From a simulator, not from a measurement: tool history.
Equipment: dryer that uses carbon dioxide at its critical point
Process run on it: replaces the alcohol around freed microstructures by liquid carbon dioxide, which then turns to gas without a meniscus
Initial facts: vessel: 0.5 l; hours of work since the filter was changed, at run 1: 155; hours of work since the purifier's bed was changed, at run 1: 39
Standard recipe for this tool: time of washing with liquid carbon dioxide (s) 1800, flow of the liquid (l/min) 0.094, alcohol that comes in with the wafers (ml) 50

| run | hour | time of washing with liquid carbon dioxide (s) | flow of the liquid (l/min) | alcohol that comes in with the wafers (ml) | hours of work since the filter was changed | hours of work since the purifier's bed was changed | alcohol left in the vessel before it's heated (ppm by volume) |
|---|---|---|---|---|---|---|---|
| 1 | 0 | 1800 | 0.094 | 50 | 155 | 39 | 725 |
| 2 | 12.1 | 1800 | 0.094 | 50 | 159 | 43 | 712 |
| 3 | 27.3 | 1800 | 0.094 | 50 | 164 | 48 | 728 |
| 4 | 50.6 | 1800 | 0.094 | 50 | 172 | 55 | 734 |
| 5 | 61.8 | 1800 | 0.094 | 50 | 175 | 59 | 747 |
| 6 | 79.3 | 1800 | 0.094 | 50 | 181 | 65 | 739 |
| 7 | 101.9 | 1800 | 0.094 | 50 | 189 | 72 | 762 |
| 8 | 116.7 | 1800 | 0.094 | 24 | 193 | 77 | 401 |
| 9 | 135.2 | 1800 | 0.094 | 24 | 199 | 83 | 391 |
| 10 | 160.5 | 1800 | 0.094 | 24 | 208 | 91 | 407 |
| 11 | 174.7 | 1800 | 0.094 | 50 | 212 | 96 | 806 |
| 12 | 185.9 | 1800 | 0.094 | 50 | 216 | 100 | 776 |
| 13 | 211.9 | 1800 | 0.094 | 50 | 225 | 108 | 826 |
| 14 | 229 | 1800 | 0.094 | 50 | 230 | 114 | 806 |
|  | 244.6 | inlet filter changed |
| 15 | 249.1 | 1800 | 0.094 | 50 | 1 | 120 | 602 |
| 16 | 263.1 | 1800 | 0.094 | 50 | 6 | 125 | 628 |
| 17 | 283.1 | 1800 | 0.094 | 50 | 13 | 131 | 620 |
| 18 | 295.2 | 1800 | 0.094 | 50 | 17 | 135 | 633 |
| 19 | 317.1 | 1800 | 0.094 | 50 | 24 | 142 | 637 |
| 20 | 339.9 | 1800 | 0.094 | 50 | 31 | 150 | 675 |
| 21 | 353.3 | 1800 | 0.094 | 50 | 36 | 154 | 647 |
| 22 | 365.8 | 1800 | 0.094 | 50 | 40 | 158 | 669 |
| 23 | 379.6 | 1800 | 0.094 | 50 | 44 | 163 | 673 |
| 24 | 394.9 | 1740 | 0.0583 | 37 | 49 | 168 | 3921 |
| 25 | 409.6 | 1740 | 0.0583 | 37 | 54 | 172 | 3955 |
| 26 | 432.3 | 1800 | 0.094 | 27 | 61 | 180 | 404 |
| 27 | 452.8 | 2820 | 0.12 | 27 | 68 | 187 | 86 |
| 28 | 475.8 | 1800 | 0.0888 | 29 | 76 | 194 | 566 |
| 29 | 495.8 | 1800 | 0.1559 | 104 | 82 | 201 | 123 |
| 30 | 506.7 | 2100 | 0.0762 | 23 | 86 | 204 | 513 |
| 31 | 527.9 | 1920 | 0.094 | 84 | 93 | 211 | 858 |
| 32 | 550.6 | 1800 | 0.0873 | 84 | 100 | 219 | 1664 |
| 33 | 561.3 | 1800 | 0.0873 | 84 | 104 | 222 | 1710 |
| 34 | 574.2 | 1800 | 0.0873 | 84 | 108 | 226 | 1714 |
| 35 | 588.7 | 1800 | 0.0873 | 84 | 113 | 231 | 1717 |
| 36 | 610.8 | 1800 | 0.0873 | 84 | 120 | 238 | 1714 |
| 37 | 622.6 | 1800 | 0.091 | 32 | 124 | 242 | 623 |
| 38 | 637.9 | 1800 | 0.091 | 32 | 129 | 247 | 614 |
| 39 | 661.8 | 1800 | 0.091 | 32 | 136 | 255 | 628 |
| 40 | 686.7 | 2220 | 0.1434 | 50 | 145 | 263 | 123 |
| 41 | 700.9 | 1320 | 0.0595 | 56 | 149 | 268 | 12246 |
| 42 | 719.5 | 1800 | 0.126 | 50 | 155 | 274 | 243 |
| 43 | 730.7 | 1560 | 0.1032 | 111 | 159 | 277 | 2036 |
| 44 | 742.2 | 1560 | 0.1032 | 111 | 163 | 281 | 2000 |
| 45 | 755.1 | 2820 | 0.1032 | 38 | 167 | 285 | 143 |
| 46 | 774.8 | 1140 | 0.094 | 62 | 173 | 292 | 5523 |

Hidden state at the last listed run before each entry between runs and at the first one after, where it differs:
Runs 14 to 15: inlet filter changed (hour 244.6)
  flow that reaches the vessel past the clogged filter, %: 93.3 -> 99.3; alcohol in the recycled carbon dioxide, ppm: 56.3 -> 58.9
  measured value less the no-hidden-state value, alcohol left in the vessel before it's heated (ppm by volume): +273 -> +73
